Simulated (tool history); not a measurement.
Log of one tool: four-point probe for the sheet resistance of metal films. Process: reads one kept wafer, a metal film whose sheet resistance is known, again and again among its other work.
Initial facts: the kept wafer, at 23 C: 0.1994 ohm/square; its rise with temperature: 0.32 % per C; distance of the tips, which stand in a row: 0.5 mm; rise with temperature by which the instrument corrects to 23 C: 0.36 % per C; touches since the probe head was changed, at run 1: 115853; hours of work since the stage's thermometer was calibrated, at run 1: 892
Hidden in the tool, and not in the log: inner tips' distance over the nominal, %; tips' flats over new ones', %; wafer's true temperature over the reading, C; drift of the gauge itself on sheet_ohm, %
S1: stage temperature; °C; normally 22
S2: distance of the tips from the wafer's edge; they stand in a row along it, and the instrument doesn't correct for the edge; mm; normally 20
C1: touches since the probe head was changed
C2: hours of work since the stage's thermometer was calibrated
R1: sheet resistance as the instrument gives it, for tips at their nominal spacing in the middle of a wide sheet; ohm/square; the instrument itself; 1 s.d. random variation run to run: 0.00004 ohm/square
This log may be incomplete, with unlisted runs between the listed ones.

run   hour  S1  S2      C1    C2        R1
  1      0  22  20  115853   892  0.199507
  2   66.1  22  20  118100   920  0.199495
  3  114.3  22  20  119739   941  0.199586
  4  141.6  22  20  120668   953  0.199495
  5  191.3  22  20  122359   974   0.19957
  6  229.7  25  20  123666   991  0.199281
  7  266.9  25  20  124929  1007   0.19931
  8  312.5  25   5  126482  1026  0.200282
  9  362.2  33  34  128169  1048  0.198617
 10  420.2  27  42  130143  1072     0.199
 11  472.4  32  11  131919  1095  0.198975
 12  535.9  30   4  134078  1122   0.20056
 13  599.4  30   4  136237  1149  0.200444
 14  641.8  22  39  137679  1168  0.199475

Alternative continuations, all from the tool just after run 14; predict every row:
  A  682.5  28  24  139064  1185   ?
  B  682.5  32  20  139064  1185   ?
  C  682.5  20   3  139064  1185   ?
  D  682.5  25  39  139064  1185   ?
  E  682.5  34   9  139064  1185   ?

run        R1
  A  0.199074
  B   0.19876
  C  0.202509
  D  0.199239
  E  0.198861
Without the tool's hidden state the same runs would have given:
run        R1
  A  0.199111
  B  0.198797
  C  0.202546
  D  0.199275
  E  0.198897
